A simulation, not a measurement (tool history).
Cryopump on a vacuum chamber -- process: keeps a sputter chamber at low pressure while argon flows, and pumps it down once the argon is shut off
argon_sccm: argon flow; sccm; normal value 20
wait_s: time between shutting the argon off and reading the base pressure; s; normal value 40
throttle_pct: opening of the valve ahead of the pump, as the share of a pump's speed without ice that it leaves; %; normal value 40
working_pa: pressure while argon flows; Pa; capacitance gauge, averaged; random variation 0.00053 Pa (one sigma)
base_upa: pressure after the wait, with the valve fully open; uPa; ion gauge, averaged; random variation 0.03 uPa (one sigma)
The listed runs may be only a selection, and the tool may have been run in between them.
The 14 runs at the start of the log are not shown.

run	hour	argon_sccm	wait_s	throttle_pct	working_pa	base_upa
15	483	20	40	40	0.0506	1.76
16	527.2	20	40	40	0.0513	1.82
17	564.4	13	40	40	0.0338	1.92
18	610.3	13	40	40	0.0341	1.91
19	648.2	13	40	40	0.0333	1.92
# hour 657.1: pump warmed up, emptied and cooled again
20	691.7	13	40	40	0.0289	1.81
21	732.9	13	40	40	0.0297	1.82
22	778.2	38	40	40	0.0845	1.88
23	804.3	20	194	40	0.0434	0.84
24	849.1	9	40	19	0.0415	1.91
25	869.3	9	40	19	0.0412	1.89
26	905.2	20	25	32	0.0566	2.78
27	936.8	29	22	53	0.0512	3.04
28	960.6	35	25	53	0.0613	2.79
29	1000.2	18	40	30	0.0543	2.07
30	1047.1	18	40	30	0.054	2.12
31	1070.9	18	40	30	0.0549	2.14
32	1104	16	196	21	0.0686	1.06
33	1140.2	27	44	43	0.0586	2.04
34	1160.9	19	36	17	0.1	2.37
35	1195.8	19	36	17	0.1005	2.45

Here are 3 independent what-if runs from the current tool condition. What would each one return?
A	1234.4	19	144	59	?	?
B	1234.4	20	101	40	?	?
C	1234.4	19	73	37	?	?

run	working_pa	base_upa
A	0.0312	1.3
B	0.047	1.5
C	0.048	1.67
With the hidden condition removed and each run's random variation left untouched, the same runs would have given:
run	working_pa	base_upa
A	0.028	0.52
B	0.0436	0.7
C	0.0447	0.89
